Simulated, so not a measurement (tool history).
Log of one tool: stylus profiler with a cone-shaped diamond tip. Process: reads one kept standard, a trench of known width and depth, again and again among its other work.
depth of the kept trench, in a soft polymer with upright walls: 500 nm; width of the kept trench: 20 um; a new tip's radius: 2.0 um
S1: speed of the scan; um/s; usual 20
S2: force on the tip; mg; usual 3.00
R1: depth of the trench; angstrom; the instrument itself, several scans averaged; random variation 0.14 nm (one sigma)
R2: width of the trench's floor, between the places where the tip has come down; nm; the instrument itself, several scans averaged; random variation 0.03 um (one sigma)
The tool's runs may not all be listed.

run,hour,S1,S2,R1,R2
1,0.0,20,3.00,5048.3,17250
2,27.6,20,3.00,5051.0,17230
3,59.6,20,3.00,5050.0,17310
4,94.1,20,3.00,5050.8,17280
5,138.2,20,3.00,5047.6,17300
6,173.1,13,3.00,5051.5,17330
7,200.9,13,3.00,5050.3,17320
8,224.7,58,3.00,5049.4,17100
9,243.1,41,3.00,5050.1,17210
10,281.5,20,3.03,5051.4,17300
11,304.3,20,2.49,5046.7,17310
12,329.7,20,2.49,5043.5,17260
13,359.6,20,2.49,5044.5,17320
14,390.9,20,2.49,5044.4,17270
15,410.5,20,2.49,5042.2,17250
16,447.5,30,2.49,5044.1,17170
17,484.2,20,3.00,5049.9,17290
18,522.9,20,1.12,5027.3,17250
19,550.4,27,1.43,5029.1,17210
20,590.6,25,1.16,5026.9,17230
21,623.0,20,1.11,5028.6,17280
22,645.7,20,1.11,5024.9,17200
23,674.9,20,1.11,5024.1,17190
24,715.8,27,2.20,5040.5,17190
25,759.6,20,1.74,5037.3,17300
26,788.4,20,1.74,5036.9,17240
27,816.0,7,8.77,5102.8,17350
28,852.7,39,3.85,5061.0,17160
29,884.1,65,4.21,5064.3,17110
30,906.6,7,4.59,5064.3,17340
31,941.2,18,1.93,5038.4,17300
32,983.6,21,2.71,5045.4,17280
33,1004.9,21,2.71,5047.5,17240
34,1041.9,20,2.60,5045.2,17280

5 ways to go on from here, each from the tool as it stands after run 34. What would each give?
A,1079.4,10,8.34,?,?
B,1079.4,28,2.44,?,?
C,1079.4,20,3.86,?,?
D,1079.4,71,2.32,?,?
E,1079.4,11,1.14,?,?

run,R1,R2
A,5099.4,17340
B,5041.9,17270
C,5057.9,17310
D,5043.2,17040
E,5026.6,17260
Without the tool's hidden state the same runs would have given:
run,R1,R2
A,5099.2,17350
B,5041.8,17270
C,5057.8,17320
D,5043.1,17050
E,5026.5,17260
